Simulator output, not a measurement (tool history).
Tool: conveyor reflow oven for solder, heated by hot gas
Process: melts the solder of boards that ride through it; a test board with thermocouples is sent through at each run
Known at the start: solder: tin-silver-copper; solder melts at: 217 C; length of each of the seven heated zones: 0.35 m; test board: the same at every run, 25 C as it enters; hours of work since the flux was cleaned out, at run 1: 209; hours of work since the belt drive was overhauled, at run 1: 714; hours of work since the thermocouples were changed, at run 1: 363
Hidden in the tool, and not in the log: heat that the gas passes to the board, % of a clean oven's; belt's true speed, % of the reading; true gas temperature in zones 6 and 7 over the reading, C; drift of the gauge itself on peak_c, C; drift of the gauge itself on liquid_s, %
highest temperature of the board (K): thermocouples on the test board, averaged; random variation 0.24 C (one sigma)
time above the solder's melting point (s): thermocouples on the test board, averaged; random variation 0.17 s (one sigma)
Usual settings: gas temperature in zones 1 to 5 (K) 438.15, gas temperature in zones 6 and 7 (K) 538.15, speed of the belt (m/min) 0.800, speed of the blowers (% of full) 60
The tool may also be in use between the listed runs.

| run | hour | gas temperature in zones 1 to 5 (K) | gas temperature in zones 6 and 7 (K) | speed of the belt (m/min) | speed of the blowers (% of full) | hours of work since the flux was cleaned out | hours of work since the belt drive was overhauled | hours of work since the thermocouples were changed | highest temperature of the board (K) | time above the solder's melting point (s) |
|---|---|---|---|---|---|---|---|---|---|---|
| 1 | 0.0 | 438.15 | 538.15 | 0.800 | 60 | 209 | 714 | 363 | 516.85 | 31.8 |
| 2 | 13.1 | 438.15 | 538.15 | 0.800 | 60 | 219 | 724 | 373 | 517.25 | 31.9 |
| 3 | 22.5 | 438.15 | 538.15 | 0.800 | 60 | 226 | 731 | 381 | 517.05 | 31.8 |
| 4 | 38.5 | 438.15 | 538.15 | 0.800 | 86 | 239 | 744 | 393 | 521.25 | 35.8 |
| 5 | 50.7 | 438.15 | 538.15 | 0.800 | 60 | 248 | 753 | 402 | 516.25 | 32.1 |
| 6 | 59.4 | 438.15 | 538.15 | 0.756 | 60 | 255 | 760 | 409 | 518.55 | 35.4 |
| 7 | 75.1 | 438.15 | 538.15 | 0.756 | 60 | 267 | 772 | 421 | 518.45 | 35.2 |
| 8 | 85.5 | 438.15 | 538.15 | 0.756 | 60 | 275 | 780 | 429 | 518.15 | 35.6 |
| 9 | 96.3 | 438.15 | 538.15 | 0.756 | 60 | 283 | 788 | 437 | 518.05 | 35.2 |
| 10 | 109.7 | 438.15 | 538.15 | 0.756 | 60 | 293 | 798 | 448 | 518.45 | 35.0 |
| 11 | 118.9 | 438.15 | 538.15 | 0.756 | 60 | 301 | 806 | 455 | 518.65 | 35.2 |
| 12 | 126.9 | 438.15 | 547.15 | 0.756 | 60 | 307 | 812 | 461 | 525.95 | 39.6 |
| 13 | 137.5 | 438.15 | 547.15 | 0.756 | 60 | 315 | 820 | 469 | 526.05 | 39.5 |
| 14 | 153.8 | 438.15 | 538.15 | 0.800 | 60 | 327 | 832 | 481 | 515.15 | 31.3 |
| 15 | 162.3 | 438.15 | 538.15 | 0.800 | 60 | 334 | 839 | 488 | 515.85 | 31.3 |
| 16 | 177.6 | 438.15 | 540.15 | 0.795 | 64 | 346 | 851 | 500 | 518.45 | 33.2 |
| 17 | 192.6 | 438.15 | 540.15 | 0.751 | 64 | 357 | 862 | 511 | 520.45 | 37.0 |
| 18 | 206.6 | 439.15 | 540.15 | 0.751 | 85 | 368 | 873 | 522 | 523.35 | 39.9 |
| 19 | 218.5 | 438.15 | 539.15 | 0.832 | 58 | 377 | 882 | 531 | 514.65 | 28.6 |
| 20 | 233.8 | 444.15 | 544.15 | 0.832 | 58 | 389 | 894 | 543 | 519.75 | 33.5 |
| 21 | 249.9 | 445.15 | 548.15 | 0.832 | 58 | 401 | 906 | 555 | 523.65 | 35.6 |
| 22 | 264.4 | 445.15 | 535.15 | 0.832 | 56 | 412 | 917 | 566 | 512.25 | 28.3 |
| 23 | 280.0 | 445.15 | 537.15 | 0.678 | 56 | 424 | 929 | 579 | 520.85 | 43.4 |
| 24 | 289.5 | 445.15 | 537.15 | 0.678 | 56 | 432 | 937 | 586 | 521.05 | 43.8 |
| 25 | 297.5 | 445.15 | 535.15 | 0.808 | 51 | 438 | 943 | 592 | 511.65 | 28.7 |
| 26 | 313.2 | 445.15 | 534.15 | 0.762 | 51 | 450 | 955 | 604 | 513.05 | 31.5 |
| 27 | 323.7 | 445.15 | 534.15 | 0.762 | 51 | 458 | 963 | 612 | 512.95 | 32.3 |
| 28 | 339.2 | 447.15 | 546.15 | 0.800 | 72 | 470 | 975 | 624 | 525.75 | 39.7 |
|  | 358.4 | belt drive overhauled, speed set with a stopwatch |
| 29 | 359.0 | 453.15 | 548.15 | 0.674 | 72 | 482 | 0 | 636 | 532.95 | 53.2 |
| 30 | 366.6 | 453.15 | 548.15 | 0.674 | 72 | 488 | 6 | 642 | 533.25 | 53.0 |

Measured less the same run without the tool's hidden state. The same run-to-run variation is in both; the gauge's scatter may not be:
| run | highest temperature of the board (K) | time above the solder's melting point (s) |
|---|---|---|
| 1 | -1.80 | -1.0 |
| 2 | -1.90 | -1.1 |
| 3 | -2.00 | -1.2 |
| 4 | -2.30 | -1.1 |
| 5 | -2.10 | -1.3 |
| 6 | -2.10 | -1.2 |
| 7 | -2.30 | -1.3 |
| 8 | -2.30 | -1.3 |
| 9 | -2.40 | -1.4 |
| 10 | -2.40 | -1.4 |
| 11 | -2.40 | -1.5 |
| 12 | -2.60 | -1.1 |
| 13 | -2.60 | -1.1 |
| 14 | -2.80 | -1.8 |
| 15 | -2.80 | -1.8 |
| 16 | -2.90 | -1.8 |
| 17 | -2.90 | -1.7 |
| 18 | -3.20 | -1.6 |
| 19 | -3.20 | -2.1 |
| 20 | -3.20 | -1.8 |
| 21 | -3.40 | -1.6 |
| 22 | -3.30 | -2.4 |
| 23 | -3.00 | -1.7 |
| 24 | -2.90 | -1.7 |
| 25 | -3.20 | -2.5 |
| 26 | -3.20 | -2.4 |
| 27 | -3.20 | -2.4 |
| 28 | -4.00 | -1.7 |
| 29 | -3.80 | -1.9 |
| 30 | -3.90 | -1.9 |
